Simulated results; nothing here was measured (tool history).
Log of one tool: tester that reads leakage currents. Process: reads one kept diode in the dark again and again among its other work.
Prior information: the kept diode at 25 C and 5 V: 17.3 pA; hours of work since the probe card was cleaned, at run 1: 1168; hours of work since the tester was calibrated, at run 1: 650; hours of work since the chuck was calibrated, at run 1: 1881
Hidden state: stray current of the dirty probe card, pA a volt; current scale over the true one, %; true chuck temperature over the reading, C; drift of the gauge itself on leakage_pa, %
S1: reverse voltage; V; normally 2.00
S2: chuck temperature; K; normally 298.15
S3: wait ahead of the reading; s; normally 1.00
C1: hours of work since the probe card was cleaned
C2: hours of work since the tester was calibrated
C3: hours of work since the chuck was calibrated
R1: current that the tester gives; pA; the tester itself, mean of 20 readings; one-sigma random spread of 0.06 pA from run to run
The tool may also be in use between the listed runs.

| run | hour | S1 | S2 | S3 | C1 | C2 | C3 | R1 |
|---|---|---|---|---|---|---|---|---|
| 1 | 0.0 | 2.00 | 298.15 | 1.00 | 1168 | 650 | 1881 | 13.93 |
| 2 | 76.8 | 2.00 | 298.15 | 1.00 | 1204 | 685 | 1916 | 14.06 |
| 3 | 119.5 | 2.00 | 298.15 | 1.00 | 1223 | 705 | 1936 | 14.08 |
| 4 | 186.3 | 2.00 | 298.15 | 1.00 | 1254 | 736 | 1967 | 14.13 |
| 5 | 250.2 | 2.00 | 298.15 | 4.61 | 1283 | 765 | 1996 | 13.73 |
| 6 | 354.3 | 2.00 | 326.15 | 1.00 | 1331 | 813 | 2044 | 75.46 |
| 7 | 411.9 | 2.00 | 326.15 | 1.00 | 1358 | 839 | 2071 | 75.16 |
|  | 461.3 | chuck's temperature calibrated |
| 8 | 489.4 | 2.00 | 298.15 | 2.01 | 1393 | 874 | 13 | 15.28 |
|  | 556.9 | probe card cleaned and baked |
| 9 | 576.8 | 2.00 | 298.15 | 2.01 | 9 | 913 | 52 | 10.97 |
| 10 | 676.6 | 2.00 | 294.15 | 1.00 | 55 | 959 | 98 | 8.56 |
| 11 | 753.5 | 2.00 | 294.15 | 3.79 | 91 | 994 | 133 | 8.10 |
| 12 | 856.3 | 2.00 | 298.15 | 1.00 | 138 | 1042 | 181 | 11.60 |
| 13 | 910.0 | 2.00 | 298.15 | 1.00 | 163 | 1067 | 205 | 11.71 |
| 14 | 997.8 | 2.00 | 298.15 | 2.49 | 203 | 1107 | 246 | 11.50 |
| 15 | 1048.3 | 2.00 | 298.15 | 2.49 | 226 | 1130 | 269 | 11.52 |
| 16 | 1149.1 | 2.00 | 298.15 | 2.49 | 273 | 1177 | 315 | 11.58 |
| 17 | 1238.6 | 2.00 | 298.15 | 2.49 | 314 | 1218 | 357 | 11.73 |
| 18 | 1296.5 | 2.00 | 298.15 | 6.88 | 341 | 1245 | 383 | 11.53 |
| 19 | 1367.7 | 7.67 | 298.15 | 1.00 | 373 | 1277 | 416 | 27.82 |
| 20 | 1423.8 | 7.67 | 298.15 | 1.00 | 399 | 1303 | 442 | 27.88 |
| 21 | 1529.1 | 4.10 | 319.15 | 5.81 | 448 | 1352 | 490 | 72.04 |
| 22 | 1624.7 | 4.10 | 319.15 | 5.81 | 492 | 1396 | 534 | 72.10 |
| 23 | 1722.5 | 4.10 | 319.15 | 5.81 | 537 | 1441 | 579 | 72.11 |
| 24 | 1805.6 | 4.10 | 319.15 | 5.81 | 575 | 1479 | 618 | 72.64 |
| 25 | 1877.0 | 3.65 | 332.15 | 8.24 | 608 | 1512 | 651 | 154.32 |
| 26 | 1966.6 | 4.35 | 332.15 | 1.06 | 649 | 1553 | 692 | 169.37 |
| 27 | 2033.4 | 4.35 | 332.15 | 1.06 | 680 | 1584 | 723 | 169.65 |
| 28 | 2121.6 | 7.99 | 318.15 | 1.00 | 721 | 1625 | 763 | 101.13 |
| 29 | 2203.5 | 1.43 | 298.15 | 4.90 | 758 | 1662 | 801 | 10.53 |
| 30 | 2282.0 | 1.43 | 298.15 | 4.90 | 795 | 1698 | 837 | 10.36 |
| 31 | 2338.1 | 1.43 | 298.15 | 4.90 | 820 | 1724 | 863 | 10.45 |
| 32 | 2410.9 | 2.00 | 324.15 | 1.00 | 854 | 1758 | 897 | 68.17 |
| 33 | 2485.3 | 2.05 | 330.15 | 0.45 | 888 | 1792 | 931 | 101.26 |
| 34 | 2554.3 | 4.82 | 298.15 | 5.23 | 920 | 1824 | 963 | 23.19 |
| 35 | 2625.5 | 4.82 | 298.15 | 5.23 | 953 | 1857 | 995 | 23.39 |
| 36 | 2724.6 | 4.82 | 298.15 | 5.23 | 998 | 1902 | 1041 | 23.53 |
| 37 | 2776.5 | 4.82 | 298.15 | 5.23 | 1022 | 1926 | 1065 | 23.83 |
| 38 | 2843.0 | 2.00 | 311.15 | 2.72 | 1053 | 1957 | 1096 | 29.86 |
| 39 | 2914.8 | 2.53 | 305.15 | 0.55 | 1086 | 1990 | 1129 | 24.91 |

Results per run with the tool's hidden condition removed, run-to-run variation unchanged:
| run | R1 |
|---|---|
| 1 | 11.35 |
| 2 | 11.40 |
| 3 | 11.38 |
| 4 | 11.34 |
| 5 | 10.89 |
| 6 | 78.59 |
| 7 | 78.29 |
| 8 | 11.03 |
| 9 | 11.02 |
| 10 | 8.47 |
| 11 | 7.92 |
| 12 | 11.35 |
| 13 | 11.38 |
| 14 | 11.06 |
| 15 | 11.02 |
| 16 | 10.97 |
| 17 | 11.01 |
| 18 | 10.75 |
| 19 | 23.89 |
| 20 | 23.73 |
| 21 | 71.30 |
| 22 | 71.25 |
| 23 | 71.14 |
| 24 | 71.58 |
| 25 | 156.53 |
| 26 | 171.54 |
| 27 | 171.89 |
| 28 | 96.41 |
| 29 | 9.32 |
| 30 | 9.09 |
| 31 | 9.13 |
| 32 | 68.96 |
| 33 | 103.59 |
| 34 | 17.33 |
| 35 | 17.33 |
| 36 | 17.22 |
| 37 | 17.33 |
| 38 | 28.42 |
| 39 | 22.07 |
